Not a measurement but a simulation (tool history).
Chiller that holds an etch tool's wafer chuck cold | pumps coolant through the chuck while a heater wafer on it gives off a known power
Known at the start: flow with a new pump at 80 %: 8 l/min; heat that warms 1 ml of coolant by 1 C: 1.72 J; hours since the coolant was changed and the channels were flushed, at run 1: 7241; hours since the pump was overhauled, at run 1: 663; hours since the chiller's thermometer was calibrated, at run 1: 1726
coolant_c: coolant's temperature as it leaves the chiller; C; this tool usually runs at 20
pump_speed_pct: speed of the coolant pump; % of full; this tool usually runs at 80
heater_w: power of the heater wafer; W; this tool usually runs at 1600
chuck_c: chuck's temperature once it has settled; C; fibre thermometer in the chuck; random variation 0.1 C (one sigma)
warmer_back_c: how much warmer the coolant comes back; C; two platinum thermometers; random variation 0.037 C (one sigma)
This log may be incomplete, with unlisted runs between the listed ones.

run	hour	coolant_c	pump_speed_pct	heater_w	hours since the coolant was changed and the channels were flushed	hours since the pump was overhauled	hours since the chiller's thermometer was calibrated	chuck_c	warmer_back_c
1	0.0	20	80	1600	7241	663	1726	36.9	7.08
2	17.5	20	80	1600	7259	681	1743	37.2	7.08
3	32.8	20	80	1600	7274	696	1759	37.0	6.99
4	68.4	17	80	1600	7310	732	1794	34.0	7.07
5	97.9	17	80	1600	7339	761	1824	34.2	7.10
6	121.8	20	79	1600	7363	785	1848	37.2	7.09
7	143.2	20	80	1378	7384	807	1869	34.6	6.10
8	178.0	20	80	1378	7419	841	1904	34.6	6.14
9	196.6	20	80	1378	7438	860	1923	34.7	6.07
10	227.7	20	80	1378	7469	891	1954	34.8	6.05
11	242.9	20	80	1378	7484	906	1969	34.8	6.07
12	266.3	20	80	1378	7508	930	1992	34.7	6.08
13	297.1	12	83	2314	7538	960	2023	35.8	9.88
14	320.5	20	86	1415	7562	984	2046	34.4	5.86
15	353.1	18	95	1415	7594	1016	2079	31.1	5.15
16	384.8	18	95	1415	7626	1048	2111	31.1	5.21
17	419.3	18	95	1415	7661	1083	2145	31.2	5.14
18	445.8	18	95	1415	7687	1109	2172	31.2	5.09
19	482.6	10	89	1415	7724	1146	2209	23.8	5.58
20	507.2	13	80	1600	7748	1171	2233	30.2	7.14
21	530.6	13	75	1377	7772	1194	2257	28.6	6.55

What would each run have given without the hidden state, its run-to-run variation left as it was?
The hidden state here: heat passed by the chuck's channels, % of clean ones'; flow at a given pump speed, % of a new pump's; coolant's true temperature over the reading, C; drift of the gauge itself on chuck_c, C; drift of the gauge itself on warmer_back_c, C.
run	chuck_c	warmer_back_c
1	35.2	7.01
2	35.4	7.02
3	35.2	6.92
4	32.2	7.00
5	32.4	7.02
6	35.3	7.02
7	33.0	6.03
8	33.0	6.07
9	33.1	6.00
10	33.1	5.98
11	33.2	6.00
12	33.1	6.01
13	33.2	9.75
14	32.8	5.79
15	29.6	5.09
16	29.6	5.14
17	29.7	5.07
18	29.7	5.02
19	22.2	5.49
20	28.2	7.03
21	26.8	6.45

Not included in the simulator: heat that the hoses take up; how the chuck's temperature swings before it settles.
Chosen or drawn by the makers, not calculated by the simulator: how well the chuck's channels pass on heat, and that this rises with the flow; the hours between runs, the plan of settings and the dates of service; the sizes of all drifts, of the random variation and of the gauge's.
